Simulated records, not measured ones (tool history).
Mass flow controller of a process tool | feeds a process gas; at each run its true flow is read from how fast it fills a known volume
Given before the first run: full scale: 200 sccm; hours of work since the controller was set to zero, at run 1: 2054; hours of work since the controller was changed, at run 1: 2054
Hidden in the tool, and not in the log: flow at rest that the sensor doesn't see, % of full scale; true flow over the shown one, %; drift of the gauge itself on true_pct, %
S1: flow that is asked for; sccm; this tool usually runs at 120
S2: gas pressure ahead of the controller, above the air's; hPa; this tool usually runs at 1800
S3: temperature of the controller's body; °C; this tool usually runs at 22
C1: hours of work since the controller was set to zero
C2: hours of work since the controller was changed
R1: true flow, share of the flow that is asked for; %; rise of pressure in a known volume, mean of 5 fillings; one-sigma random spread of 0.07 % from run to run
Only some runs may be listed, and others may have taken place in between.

run,day,S1,S2,S3,C1,C2,R1
1,0,120,1800,22,2054,2054,99.86
2,11.933,120,1800,24,2275,2275,100.07
3,19.917,120,1800,24,2424,2424,100.27
4,27.188,120,1800,24,2558,2558,100.32
5,38.921,37,1800,22,2776,2776,97.87
6,50.917,37,2260,22,2998,2998,98.13
7,59.596,120,1800,22,3159,3159,100.32
8,67.583,120,1800,22,3308,3308,100.49
9,73.996,120,1520,22,3426,3426,100.14
10,82.792,120,2080,22,3590,3590,100.66
11,92.375,120,2080,22,3767,3767,100.78
12,104.35,120,2080,22,3989,3989,100.75
13,111.938,120,2110,39,4130,4130,102.86
14,117.679,101,1800,36,4237,4237,102.05
15,123.012,76,2800,38,4335,4335,102.37
16,130.942,120,1560,22,4483,4483,100.77
17,141.483,140,1800,35,4678,4678,102.68
18,147.4,59,2030,21,4788,4788,99.23
19,159.683,21,1420,30,5016,5016,93.97
20,168.988,21,1420,30,5188,5188,93.91
21,175.296,120,1800,22,5305,5305,101.23

Run 22 has not been measured yet. What should we expect?
22,185.204,23,1450,31,5489,5489,?

Run 22 produced R1 94.51 %.
With the hidden condition absent and the run-to-run variation left alone, this run would have shown R1 99.4 %.

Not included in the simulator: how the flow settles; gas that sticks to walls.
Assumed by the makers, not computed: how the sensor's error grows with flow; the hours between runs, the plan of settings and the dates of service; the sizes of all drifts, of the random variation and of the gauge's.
